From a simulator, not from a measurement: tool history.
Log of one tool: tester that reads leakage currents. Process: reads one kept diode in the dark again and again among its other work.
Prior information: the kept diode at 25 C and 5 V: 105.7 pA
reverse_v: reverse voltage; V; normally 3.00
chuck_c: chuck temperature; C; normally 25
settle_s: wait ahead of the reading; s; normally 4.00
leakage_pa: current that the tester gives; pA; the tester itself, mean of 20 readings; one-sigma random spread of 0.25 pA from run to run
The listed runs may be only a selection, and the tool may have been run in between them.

run   hour  reverse_v  chuck_c  settle_s  leakage_pa
  1    0.0       3.00       25      4.00       77.68
  2   41.9      10.28       25      4.00      153.00
  3   70.7       3.00       25      4.00       78.03
  4  115.9       3.00       25      4.00       77.52
  5  167.0       3.00       25      4.00       77.08
  6  192.5       2.31       25      4.00       67.12
  7  220.1       2.31       25      4.00       66.92
  8  265.7       1.73       25      4.00       57.22
  9  301.1       5.19       25      4.00      104.74
 10  331.1       5.19       25      4.00      104.52
 11  380.1       6.11       25      4.00      114.17
 12  404.0       6.11       25      4.00      114.77
 13  431.0       6.11       25      4.00      114.36
 14  463.8       2.44       22      0.81       52.40
 15  512.0      17.56       35      0.81      502.96
 16  550.1       1.05       52      0.33      454.94
 17  584.4       7.05       24      4.00      112.63
 18  636.9       7.05       24      4.00      112.72
 19  677.4       5.24       25      4.28      104.34
 20  705.4       5.24       25      4.28      104.75
 21  742.6       5.24       37      0.73      308.00
 22  778.9       3.58       37      0.87      249.45
 23  803.0      14.13       27      1.24      218.61
 24  855.5      16.42       21      0.31      147.08
 25  907.0       8.86       27      2.95      167.31

Selected run-to-run steps in leakage_pa, each split into two signed amounts: the part the tool would show with no hidden state at all (from settings, incoming material and random variation), and the remainder, which goes to the hidden state together with any gauge scatter not common to the measured and the hidden-state-free results:
Unlogged tool condition in this case: stray current of the dirty probe card, pA a volt; current scale over the true one, %; true chuck temperature over the reading, C; drift of the gauge itself on leakage_pa, %.
Run 14 -> 15: reverse_v 2.44 -> 17.56, chuck_c 22 -> 35. leakage_pa +450.56 pA: hidden state -19.23, all else +469.79.
Run 16 -> 17: reverse_v 1.05 -> 7.05, chuck_c 52 -> 24, settle_s 0.33 -> 4.00. leakage_pa -342.31 pA: hidden state +22.78, all else -365.09.
